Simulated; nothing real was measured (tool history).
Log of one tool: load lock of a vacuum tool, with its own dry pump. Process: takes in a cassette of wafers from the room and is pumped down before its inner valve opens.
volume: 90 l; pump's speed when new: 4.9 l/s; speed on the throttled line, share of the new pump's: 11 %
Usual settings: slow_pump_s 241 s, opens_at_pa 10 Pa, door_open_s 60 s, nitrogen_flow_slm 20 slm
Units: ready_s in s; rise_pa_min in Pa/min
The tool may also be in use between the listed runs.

run      day  slow_pump_s  opens_at_pa  door_open_s  nitrogen_flow_slm  incoming humidity of the room's air, %  ready_s  rise_pa_min
  1        0          241           10           60                 20                                      44    393.8        0.037
  2     9.35          241           10           60                 20                                    48.7    399.1        0.038
  3   19.538          241           10           60                 20                                      45    394.1        0.045
  4   31.379          241           14           60                 20                                      45    389.1        0.038
  5   45.046          241           10           60                 20                                    43.1    394.1        0.039
  6   57.029          241           10           60                 20                                    44.7      400        0.043
  7   75.142          241           10          154                 20                                    43.6    395.8        0.052
  8   96.921          241           10          154                 20                                    45.5    401.4        0.053
  9  110.404          241           10          154                 20                                    40.9    402.3        0.054
 10   131.25          241           10          154                 20                                    43.4    402.3        0.058
 11  152.875          241           10          154                 20                                      43    407.3        0.058
 12  174.917          241           10          154                 20                                    45.1    410.8        0.059
 13  195.917          241           10          154                 20                                    48.1    408.6        0.065
 14  204.875          241           10          154                 20                                    44.7    413.1        0.059
 15  225.242          241           10           60                 20                                    46.1      416        0.052
 16  246.625          241           10           60                 20                                    48.1    412.4        0.054
 17  258.804          241           10           60                 20                                    45.6    413.8        0.053
 18  278.367          241           10          217                 20                                    43.4    416.9        0.067
 19  287.308          241           10           27                 12                                    43.1    417.6        0.049
 20  303.379          241           10          123                 17                                    43.9    420.9        0.065
 21  320.325          249           15           34                 17                                    44.4    419.2         0.05
 22  341.925          241           10           60                  7                                      44    421.8        0.066
 23   359.55          124           10           30                  4                                    41.8    319.5        0.057
 24   378.45          241           10           60                 13                                    46.1    428.5        0.064
 25  387.579          241           10           60                 13                                    46.5    431.3        0.068
 26  403.712          234           17           60                 20                                    44.3    410.1        0.064
 27  421.475          234           17           60                 20                                    47.3    412.4        0.065
 28  431.775          241           18           60                 20                                    46.3    419.1        0.061
     446.071  -- dry pump taken out, an overhauled one fitted
 29  446.071          241           17           60                 14                                      44    377.1        0.074
 30  461.179          241           17           60                 14                                    43.3    377.8        0.071
 31  476.183          241           17           60                 14                                    42.2    375.1        0.064
 32  486.862          137           12           57                  4                                    43.3    293.3        0.081
 33  497.754          137           10           57                 28                                    44.4    296.7        0.061

Measured less the same run without the tool's hidden state. The same run-to-run variation is in both; the gauge's scatter may not be:
The hidden state here: pump's speed, % of a new pump's; leak at the door's seal, Pa l/s; drift of the gauge itself on ready_s, %; drift of the gauge itself on rise_pa_min, %.
run  ready_s  rise_pa_min
  1     +8.7       +0.013
  2     +9.5       +0.012
  3    +10.1       +0.013
  4    +10.9       +0.013
  5      +12       +0.015
  6    +12.9       +0.015
  7    +14.2       +0.016
  8    +16.1       +0.018
  9    +17.2       +0.019
 10    +18.6       +0.019
 11    +20.6       +0.021
 12    +22.5       +0.021
 13      +24       +0.022
 14    +25.1       +0.023
 15      +27       +0.024
 16    +28.5       +0.026
 17    +29.6       +0.027
 18    +31.4       +0.027
 19    +32.3       +0.028
 20    +33.9       +0.029
 21    +33.9        +0.03
 22    +37.5       +0.031
 23    +42.3       +0.032
 24    +41.6       +0.033
 25    +42.7       +0.035
 26    +41.3       +0.035
 27    +43.3       +0.038
 28    +43.9       +0.037
 29     +0.1       +0.039
 30     +0.9        +0.04
 31       +2        +0.04
 32     +2.5       +0.041
 33     +3.4       +0.042
